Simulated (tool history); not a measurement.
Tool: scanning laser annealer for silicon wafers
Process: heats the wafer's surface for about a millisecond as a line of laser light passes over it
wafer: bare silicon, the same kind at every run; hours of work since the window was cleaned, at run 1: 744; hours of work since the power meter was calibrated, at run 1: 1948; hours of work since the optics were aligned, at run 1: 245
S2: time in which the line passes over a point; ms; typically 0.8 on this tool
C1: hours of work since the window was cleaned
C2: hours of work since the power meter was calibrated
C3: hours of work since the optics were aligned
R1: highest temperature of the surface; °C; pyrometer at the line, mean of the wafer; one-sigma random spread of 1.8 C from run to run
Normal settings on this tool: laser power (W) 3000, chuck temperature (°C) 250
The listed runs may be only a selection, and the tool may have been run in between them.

{"run": 1, "hour": 0.0, "laser power (W)": 3000, "S2": 0.8, "chuck temperature (°C)": 250, "C1": 744, "C2": 1948, "C3": 245, "R1": 1003}
{"run": 2, "hour": 56.0, "laser power (W)": 3000, "S2": 0.8, "chuck temperature (°C)": 250, "C1": 788, "C2": 1992, "C3": 289, "R1": 1002}
{"run": 3, "hour": 93.7, "laser power (W)": 3000, "S2": 0.8, "chuck temperature (°C)": 215, "C1": 818, "C2": 2022, "C3": 319, "R1": 967}
{"run": 4, "hour": 146.3, "laser power (W)": 3000, "S2": 0.8, "chuck temperature (°C)": 248, "C1": 860, "C2": 2063, "C3": 361, "R1": 1003}
{"run": 5, "hour": 179.3, "laser power (W)": 3000, "S2": 0.8, "chuck temperature (°C)": 250, "C1": 886, "C2": 2089, "C3": 387, "R1": 1005}
{"run": 6, "hour": 208.7, "laser power (W)": 3000, "S2": 0.878, "chuck temperature (°C)": 250, "C1": 909, "C2": 2112, "C3": 410, "R1": 1037}
{"run": 7, "hour": 269.0, "laser power (W)": 3000, "S2": 0.878, "chuck temperature (°C)": 250, "C1": 957, "C2": 2160, "C3": 458, "R1": 1037}
{"hour": 290.4, "done": "window over the wafer cleaned"}
{"run": 8, "hour": 328.2, "laser power (W)": 3000, "S2": 0.878, "chuck temperature (°C)": 250, "C1": 30, "C2": 2205, "C3": 503, "R1": 1036}
{"run": 9, "hour": 371.1, "laser power (W)": 3000, "S2": 0.8, "chuck temperature (°C)": 264, "C1": 64, "C2": 2239, "C3": 537, "R1": 1020}
{"run": 10, "hour": 427.9, "laser power (W)": 3000, "S2": 0.61, "chuck temperature (°C)": 250, "C1": 109, "C2": 2284, "C3": 582, "R1": 916}
{"run": 11, "hour": 469.4, "laser power (W)": 3216, "S2": 0.8, "chuck temperature (°C)": 250, "C1": 141, "C2": 2317, "C3": 614, "R1": 1062}
{"run": 12, "hour": 520.3, "laser power (W)": 3000, "S2": 0.609, "chuck temperature (°C)": 250, "C1": 182, "C2": 2357, "C3": 655, "R1": 919}
{"run": 13, "hour": 554.2, "laser power (W)": 3000, "S2": 0.609, "chuck temperature (°C)": 250, "C1": 209, "C2": 2384, "C3": 681, "R1": 915}
{"run": 14, "hour": 612.6, "laser power (W)": 2922, "S2": 0.603, "chuck temperature (°C)": 285, "C1": 255, "C2": 2430, "C3": 728, "R1": 926}
{"run": 15, "hour": 666.3, "laser power (W)": 2922, "S2": 0.603, "chuck temperature (°C)": 285, "C1": 297, "C2": 2473, "C3": 770, "R1": 928}
{"run": 16, "hour": 705.4, "laser power (W)": 2863, "S2": 0.577, "chuck temperature (°C)": 275, "C1": 328, "C2": 2504, "C3": 801, "R1": 892}

What does the tool deliver on the next run?
{"run": 17, "hour": 764.4, "laser power (W)": 2863, "S2": 0.577, "chuck temperature (°C)": 275, "C1": 375, "C2": 2550, "C3": 848, "R1": "?"}

Run 17 produced R1 889 °C.
On a tool with no hidden condition, and with the same random variation, this run would have come out at R1 890 °C.
